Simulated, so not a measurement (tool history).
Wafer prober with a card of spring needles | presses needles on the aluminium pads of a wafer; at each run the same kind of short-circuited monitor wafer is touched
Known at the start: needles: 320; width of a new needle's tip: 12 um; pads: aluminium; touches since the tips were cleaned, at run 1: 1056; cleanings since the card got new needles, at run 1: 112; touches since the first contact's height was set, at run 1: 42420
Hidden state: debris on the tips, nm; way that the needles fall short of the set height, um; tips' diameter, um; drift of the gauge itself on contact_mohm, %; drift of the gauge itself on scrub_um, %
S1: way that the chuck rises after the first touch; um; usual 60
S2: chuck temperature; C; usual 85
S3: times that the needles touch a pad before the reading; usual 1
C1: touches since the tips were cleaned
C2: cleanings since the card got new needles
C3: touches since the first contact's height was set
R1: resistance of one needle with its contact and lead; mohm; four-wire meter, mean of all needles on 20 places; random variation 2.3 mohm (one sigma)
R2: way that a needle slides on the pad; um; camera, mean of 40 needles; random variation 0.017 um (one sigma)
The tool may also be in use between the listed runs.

run 1 hour=0.0 | S1=60 S2=85 S3=1 | C1=1056 C2=112 C3=42420 | R1=267 R2=14.81
-- hour=9.7 tips cleaned on abrasive film
-- hour=24.6 tips cleaned on abrasive film
run 2 hour=35.3 | S1=60 S2=85 S3=1 | C1=3389 C2=114 C3=53483 | R1=267 R2=14.78
-- hour=38.5 tips cleaned on abrasive film
-- hour=53.2 tips cleaned on abrasive film
-- hour=67.4 tips cleaned on abrasive film
run 3 hour=74.0 | S1=60 S2=85 S3=1 | C1=2085 C2=117 C3=65573 | R1=265 R2=14.86
-- hour=80.4 tips cleaned on abrasive film
-- hour=94.2 tips cleaned on abrasive film
-- hour=109.7 tips cleaned on abrasive film
run 4 hour=109.7 | S1=60 S2=85 S3=1 | C1=0 C2=120 C3=76724 | R1=265 R2=14.82
-- hour=124.0 tips cleaned on abrasive film
-- hour=124.3 height of the first contact set anew
-- hour=138.5 tips cleaned on abrasive film
-- hour=152.4 tips cleaned on abrasive film
run 5 hour=152.4 | S1=60 S2=85 S3=1 | C1=0 C2=123 C3=8798 | R1=265 R2=14.82
-- hour=166.5 tips cleaned on abrasive film
-- hour=179.4 tips cleaned on abrasive film
-- hour=195.0 tips cleaned on abrasive film
run 6 hour=196.4 | S1=60 S2=85 S3=1 | C1=434 C2=126 C3=22575 | R1=263 R2=14.82
-- hour=209.3 tips cleaned on abrasive film
-- hour=223.7 tips cleaned on abrasive film
run 7 hour=232.3 | S1=60 S2=85 S3=1 | C1=2711 C2=128 C3=33839 | R1=268 R2=14.79
-- hour=238.9 tips cleaned on abrasive film
-- hour=252.1 tips cleaned on abrasive film
-- hour=267.6 tips cleaned on abrasive film
run 8 hour=279.2 | S1=60 S2=85 S3=1 | C1=3637 C2=131 C3=48497 | R1=270 R2=14.80
-- hour=281.5 tips cleaned on abrasive film
-- hour=295.0 tips cleaned on abrasive film
-- hour=309.6 tips cleaned on abrasive film
run 9 hour=315.8 | S1=53 S2=85 S3=1 | C1=1959 C2=134 C3=59959 | R1=265 R2=13.07
-- hour=324.4 tips cleaned on abrasive film
-- hour=339.3 tips cleaned on abrasive film
run 10 hour=347.6 | S1=53 S2=85 S3=1 | C1=2640 C2=136 C3=69920 | R1=263 R2=13.08
-- hour=354.1 tips cleaned on abrasive film
-- hour=367.5 tips cleaned on abrasive film
run 11 hour=372.9 | S1=60 S2=85 S3=2 | C1=1711 C2=138 C3=77826 | R1=265 R2=14.81
-- hour=381.8 tips cleaned on abrasive film
-- hour=382.1 height of the first contact set anew
-- hour=395.7 tips cleaned on abrasive film
run 12 hour=404.3 | S1=60 S2=115 S3=1 | C1=2692 C2=140 C3=6954 | R1=271 R2=14.81
-- hour=410.5 tips cleaned on abrasive film
-- hour=426.5 tips cleaned on abrasive film
-- hour=440.2 tips cleaned on abrasive film
run 13 hour=450.1 | S1=60 S2=41 S3=1 | C1=3135 C2=143 C3=21299 | R1=254 R2=14.82
-- hour=453.4 tips cleaned on abrasive film
-- hour=467.8 tips cleaned on abrasive film
run 14 hour=474.3 | S1=60 S2=41 S3=1 | C1=2050 C2=145 C3=28854 | R1=251 R2=14.81
-- hour=483.9 tips cleaned on abrasive film
-- hour=497.0 tips cleaned on abrasive film
run 15 hour=506.9 | S1=48 S2=85 S3=1 | C1=3122 C2=147 C3=39076 | R1=267 R2=11.85
-- hour=510.1 tips cleaned on abrasive film
-- hour=526.1 tips cleaned on abrasive film
-- hour=541.0 tips cleaned on abrasive film
run 16 hour=552.6 | S1=68 S2=56 S3=1 | C1=3663 C2=150 C3=53370 | R1=254 R2=16.74
-- hour=555.9 tips cleaned on abrasive film
-- hour=570.7 tips cleaned on abrasive film
run 17 hour=578.4 | S1=68 S2=56 S3=1 | C1=2418 C2=152 C3=61428 | R1=259 R2=16.75
-- hour=584.7 tips cleaned on abrasive film
-- hour=600.2 tips cleaned on abrasive film
-- hour=615.3 tips cleaned on abrasive film
run 18 hour=621.2 | S1=60 S2=33 S3=2 | C1=1885 C2=155 C3=74845 | R1=248 R2=14.81
-- hour=629.3 tips cleaned on abrasive film
-- hour=640.2 height of the first contact set anew
-- hour=642.9 tips cleaned on abrasive film
run 19 hour=654.1 | S1=60 S2=33 S3=2 | C1=3541 C2=157 C3=4366 | R1=250 R2=14.84
-- hour=657.4 tips cleaned on abrasive film
-- hour=672.5 tips cleaned on abrasive film
-- hour=687.9 tips cleaned on abrasive film
-- hour=701.9 tips cleaned on abrasive film
run 20 hour=701.9 | S1=60 S2=28 S3=3 | C1=0 C2=161 C3=19275 | R1=248 R2=14.82
-- hour=716.9 tips cleaned on abrasive film
-- hour=730.5 tips cleaned on abrasive film
-- hour=744.7 tips cleaned on abrasive film
run 21 hour=748.6 | S1=60 S2=28 S3=2 | C1=1235 C2=164 C3=33909 | R1=248 R2=14.80
-- hour=758.3 tips cleaned on abrasive film
run 22 hour=768.5 | S1=68 S2=100 S3=2 | C1=3226 C2=165 C3=40162 | R1=264 R2=16.80
-- hour=771.3 tips cleaned on abrasive film
-- hour=786.3 tips cleaned on abrasive film
-- hour=800.1 tips cleaned on abrasive film
run 23 hour=806.8 | S1=79 S2=84 S3=3 | C1=2107 C2=168 C3=52120 | R1=263 R2=19.52
-- hour=813.3 tips cleaned on abrasive film
-- hour=828.7 tips cleaned on abrasive film
-- hour=842.0 tips cleaned on abrasive film
run 24 hour=848.4 | S1=79 S2=84 S3=3 | C1=2016 C2=171 C3=65142 | R1=256 R2=19.51
-- hour=857.6 tips cleaned on abrasive film
run 25 hour=870.2 | S1=79 S2=84 S3=3 | C1=3984 C2=172 C3=71983 | R1=261 R2=19.54
-- hour=873.5 tips cleaned on abrasive film
-- hour=888.2 tips cleaned on abrasive film
run 26 hour=895.0 | S1=79 S2=84 S3=3 | C1=2140 C2=174 C3=79719 | R1=260 R2=19.54
-- hour=898.5 height of the first contact set anew
-- hour=903.6 tips cleaned on abrasive film
-- hour=916.9 tips cleaned on abrasive film
-- hour=931.9 tips cleaned on abrasive film
run 27 hour=942.9 | S1=77 S2=47 S3=1 | C1=3470 C2=177 C3=13897 | R1=254 R2=19.01
-- hour=946.2 tips cleaned on abrasive film
-- hour=962.2 tips cleaned on abrasive film
-- hour=975.8 tips cleaned on abrasive film
-- hour=990.5 tips cleaned on abrasive film
run 28 hour=990.5 | S1=77 S2=47 S3=1 | C1=0 C2=181 C3=28761 | R1=253 R2=19.02

Forecast each of these 3 alternatives for the next run:
-- hour=1005.8 tips cleaned on abrasive film
run A hour=1011.0 | S1=41 S2=47 S3=2 | C1=1634 C2=182 C3=35200 | R1=? R2=?
-- hour=1005.8 tips cleaned on abrasive film
run B hour=1011.0 | S1=60 S2=85 S3=1 | C1=1634 C2=182 C3=35200 | R1=? R2=?
-- hour=1005.8 tips cleaned on abrasive film
run C hour=1011.0 | S1=79 S2=85 S3=1 | C1=1634 C2=182 C3=35200 | R1=? R2=?

run=A R1=258 R2=10.13
run=B R1=263 R2=14.84
run=C R1=268 R2=19.49
Without the tool's hidden state the same runs would have given:
run=A R1=257 R2=10.13
run=B R1=262 R2=14.84
run=C R1=267 R2=19.49
